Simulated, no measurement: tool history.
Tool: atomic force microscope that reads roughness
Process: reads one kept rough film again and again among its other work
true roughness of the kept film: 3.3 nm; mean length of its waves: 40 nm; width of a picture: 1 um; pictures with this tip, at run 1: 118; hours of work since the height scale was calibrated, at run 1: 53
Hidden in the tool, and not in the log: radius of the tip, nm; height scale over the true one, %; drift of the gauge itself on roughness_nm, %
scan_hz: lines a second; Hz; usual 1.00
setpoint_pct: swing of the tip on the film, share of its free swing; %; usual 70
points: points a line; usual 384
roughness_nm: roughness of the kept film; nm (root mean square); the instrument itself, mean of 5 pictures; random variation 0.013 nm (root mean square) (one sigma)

run	hour	scan_hz	setpoint_pct	points	pictures with this tip	hours of work since the height scale was calibrated	roughness_nm
1	0.0	1.00	70	384	118	53	2.818
2	17.1	1.00	70	305	136	61	2.778
3	49.1	1.00	70	570	169	76	2.740
4	81.9	1.00	82	384	202	91	2.538
5	100.5	1.00	82	626	222	100	2.519
# hour 122.6: new tip fitted
6	123.2	1.00	82	626	0	110	2.810
7	156.5	1.00	82	626	34	126	2.771
8	187.0	1.00	70	682	66	140	2.878
9	202.9	1.73	70	384	82	147	2.725
10	236.0	1.73	70	384	116	163	2.670
11	256.1	1.73	70	384	137	172	2.628
12	285.4	1.00	70	384	167	185	2.717
13	302.5	1.00	70	384	184	193	2.696
14	334.2	1.00	70	384	217	208	2.645
# hour 364.2: new tip fitted
15	370.5	1.00	67	384	6	225	2.993
16	400.6	1.00	67	591	37	239	2.973
17	434.9	1.00	67	591	72	255	2.896
18	450.7	1.00	70	518	89	262	2.841
19	483.8	1.00	70	518	123	277	2.764
20	510.2	1.00	70	384	150	289	2.744
21	530.3	1.00	60	384	170	299	2.787
22	563.8	1.00	60	384	205	314	2.748
23	579.4	1.00	70	384	221	321	2.652
# hour 603.8: new tip fitted
24	604.3	1.00	70	384	1	333	2.980
25	630.6	2.58	70	384	28	345	2.676
26	662.3	0.70	70	384	60	360	2.926
27	690.6	1.00	70	384	89	373	2.837
28	721.4	1.00	66	384	121	387	2.845
29	753.6	3.83	88	291	154	402	1.812
30	785.1	1.51	70	384	186	417	2.614
31	821.0	1.51	70	339	223	433	2.585
# hour 843.2: new tip fitted
32	858.7	2.62	55	567	16	450	2.957
33	875.1	0.83	55	567	33	458	3.070
34	904.1	0.83	55	567	63	471	3.020
35	929.7	1.00	65	384	89	483	2.889
36	949.9	0.95	77	625	110	493	2.747
37	974.4	1.00	58	532	135	504	2.881
38	996.1	1.00	87	387	157	514	2.521
39	1030.0	1.51	70	384	192	530	2.616
40	1061.5	3.31	70	969	224	544	2.346
41	1080.4	0.82	59	305	243	553	2.718
# hour 1083.1: new tip fitted
42	1106.0	1.00	70	397	23	565	2.974
43	1131.2	1.00	70	804	49	576	2.921
44	1161.6	1.03	78	715	80	590	2.781
45	1194.2	2.54	59	297	114	606	2.745
46	1216.2	0.62	72	735	136	616	2.834
47	1232.8	0.62	72	735	153	623	2.832
48	1261.1	0.62	86	735	182	637	2.653
49	1277.1	3.47	82	576	199	644	2.016
50	1303.8	1.26	82	576	226	656	2.468
# hour 1321.8: new tip fitted
51	1323.4	0.58	85	618	2	665	2.943
52	1339.8	0.58	85	618	18	673	2.926
53	1358.0	0.58	85	568	37	681	2.900
54	1390.4	0.58	85	568	70	696	2.840

Forecast each of these 3 alternatives for the next run:
A	1420.1	1.68	74	498	101	710	?
B	1420.1	1.00	59	384	101	710	?
C	1420.1	0.58	85	535	101	710	?

run	roughness_nm
A	2.641
B	2.896
C	2.786
Without the tool's hidden state the same runs would have given:
run	roughness_nm
A	2.777
B	3.045
C	2.929
